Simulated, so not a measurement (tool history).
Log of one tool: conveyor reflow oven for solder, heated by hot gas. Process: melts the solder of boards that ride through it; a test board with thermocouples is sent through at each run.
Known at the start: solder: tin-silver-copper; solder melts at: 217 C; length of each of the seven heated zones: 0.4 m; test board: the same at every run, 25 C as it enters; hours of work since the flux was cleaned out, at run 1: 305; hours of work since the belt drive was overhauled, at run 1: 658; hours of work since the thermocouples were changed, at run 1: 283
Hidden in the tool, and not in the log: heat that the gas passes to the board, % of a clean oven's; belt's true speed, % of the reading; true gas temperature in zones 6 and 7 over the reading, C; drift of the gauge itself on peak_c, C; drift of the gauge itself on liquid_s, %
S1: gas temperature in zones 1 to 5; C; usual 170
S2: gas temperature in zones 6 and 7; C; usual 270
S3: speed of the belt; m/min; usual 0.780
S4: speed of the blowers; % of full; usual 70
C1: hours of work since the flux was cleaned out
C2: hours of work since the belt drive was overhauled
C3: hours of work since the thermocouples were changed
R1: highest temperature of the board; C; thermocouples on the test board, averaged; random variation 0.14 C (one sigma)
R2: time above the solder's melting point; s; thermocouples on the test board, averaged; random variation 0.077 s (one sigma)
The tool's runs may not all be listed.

Run 1, hour 0.0: usual settings; C1 305; C2 658; C3 283. Result: R1 257.0 C, R2 48.58 s.
Run 2, hour 12.6: usual settings; C1 313; C2 666; C3 291. Result: R1 256.7 C, R2 48.50 s.
Run 3, hour 21.8: usual settings but S2 278 C; C1 319; C2 672; C3 297. Result: R1 264.2 C, R2 51.80 s.
Run 4, hour 34.1: usual settings but S3 0.702 m/min; C1 327; C2 680; C3 305. Result: R1 259.9 C, R2 56.20 s.
Run 5, hour 43.5: usual settings; C1 333; C2 686; C3 311. Result: R1 256.9 C, R2 48.48 s.
Run 6, hour 56.1: usual settings but S1 169 C; C1 341; C2 694; C3 319. Result: R1 256.6 C, R2 48.05 s.
Run 7, hour 63.9: usual settings but S1 181 C; C1 346; C2 699; C3 324. Result: R1 258.3 C, R2 52.44 s.
Run 8, hour 72.3: usual settings but S1 181 C; C1 352; C2 705; C3 330. Result: R1 258.3 C, R2 52.24 s.
Run 9, hour 79.1: usual settings but S1 181 C; C1 356; C2 709; C3 334. Result: R1 258.1 C, R2 52.38 s.
Run 10, hour 85.8: usual settings but S1 176 C; C1 360; C2 714; C3 338. Result: R1 257.5 C, R2 50.50 s.
Run 11, hour 93.7: usual settings but S1 176 C; C1 366; C2 719; C3 343. Result: R1 257.5 C, R2 50.51 s.
Run 12, hour 99.5: usual settings but S3 0.642 m/min; C1 369; C2 723; C3 347. Result: R1 261.6 C, R2 63.11 s.
Run 13, hour 109.6: usual settings but S3 0.642 m/min; C1 376; C2 729; C3 354. Result: R1 261.8 C, R2 63.02 s.
Run 14, hour 120.7: usual settings but S4 63 % of full; C1 383; C2 736; C3 361. Result: R1 254.5 C, R2 47.02 s.
At hour 128.1: flux residue cleaned out of gas plates and filters.
Run 15, hour 138.4: usual settings but S1 156 C; C1 7; C2 745; C3 369. Result: R1 257.9 C, R2 46.16 s.
Run 16, hour 150.2: usual settings; C1 14; C2 752; C3 377. Result: R1 259.5 C, R2 50.43 s.
Run 17, hour 157.8: usual settings but S3 0.888 m/min, S4 74 % of full; C1 19; C2 757; C3 382. Result: R1 256.8 C, R2 42.58 s.
Run 18, hour 166.9: usual settings but S2 283 C; C1 25; C2 763; C3 388. Result: R1 271.4 C, R2 54.90 s.
Run 19, hour 177.7: usual settings but S2 283 C; C1 32; C2 770; C3 395. Result: R1 271.3 C, R2 54.92 s.
Run 20, hour 183.8: usual settings but S1 183 C, S3 0.703 m/min, S4 71 % of full; C1 36; C2 774; C3 399. Result: R1 263.4 C, R2 62.14 s.
Run 21, hour 190.5: usual settings but S1 168 C, S2 262 C, S3 0.932 m/min, S4 69 % of full; C1 40; C2 778; C3 403. Result: R1 246.2 C, R2 34.38 s.
Run 22, hour 203.2: usual settings but S1 156 C, S2 268 C, S3 0.654 m/min, S4 86 % of full; C1 49; C2 787; C3 411. Result: R1 263.4 C, R2 60.50 s.
Run 23, hour 209.0: usual settings but S1 156 C, S2 268 C, S3 0.654 m/min, S4 86 % of full; C1 53; C2 790; C3 415. Result: R1 263.1 C, R2 60.55 s.
Run 24, hour 221.3: usual settings but S1 156 C, S2 268 C, S3 0.654 m/min, S4 86 % of full; C1 60; C2 798; C3 423. Result: R1 263.1 C, R2 60.44 s.
At hour 228.2: belt drive overhauled, speed set with a stopwatch.
Run 25, hour 230.8: usual settings but S1 156 C, S2 268 C, S3 0.654 m/min, S4 86 % of full; C1 64; C2 2; C3 427. Result: R1 263.1 C, R2 59.33 s.
Run 26, hour 239.4: usual settings but S1 181 C, S2 283 C, S3 0.684 m/min, S4 55 % of full; C1 70; C2 7; C3 432. Result: R1 271.7 C, R2 65.03 s.
Run 27, hour 251.7: usual settings but S1 171 C, S4 63 % of full; C1 78; C2 15; C3 440. Result: R1 256.9 C, R2 48.07 s.
Run 28, hour 262.5: usual settings but S1 162 C, S2 281 C, S3 0.822 m/min; C1 85; C2 22; C3 447. Result: R1 265.9 C, R2 47.40 s.
Run 29, hour 268.4: usual settings but S1 162 C, S2 281 C, S3 0.822 m/min; C1 88; C2 26; C3 451. Result: R1 266.0 C, R2 47.54 s.
Run 30, hour 279.6: usual settings but S1 162 C, S2 281 C, S3 0.822 m/min; C1 96; C2 33; C3 458. Result: R1 265.9 C, R2 47.54 s.
Run 31, hour 291.4: usual settings but S2 271 C, S3 0.817 m/min, S4 57 % of full; C1 103; C2 41; C3 466. Result: R1 253.9 C, R2 43.51 s.
Run 32, hour 300.3: usual settings but S3 0.912 m/min; C1 109; C2 47; C3 472. Result: R1 253.8 C, R2 38.85 s.

Forecast each of these 3 alternatives for the next run:
Run A, hour 312.4: usual settings but S2 269 C, S3 0.673 m/min, S4 71 % of full; C1 117; C2 55; C3 480. Result: R1 ?, R2 ?.
Run B, hour 312.4: usual settings but S2 281 C, S3 0.912 m/min, S4 61 % of full; C1 117; C2 55; C3 480. Result: R1 ?, R2 ?.
Run C, hour 312.4: usual settings but S1 161 C, S2 282 C; C1 117; C2 55; C3 480. Result: R1 ?, R2 ?.

run     R1     R2
  A  261.6  59.33
  B  260.0  41.51
  C  268.7  50.99
Without the tool's hidden state the same runs would have given:
run     R1     R2
  A  261.2  59.33
  B  260.1  41.64
  C  268.6  51.06
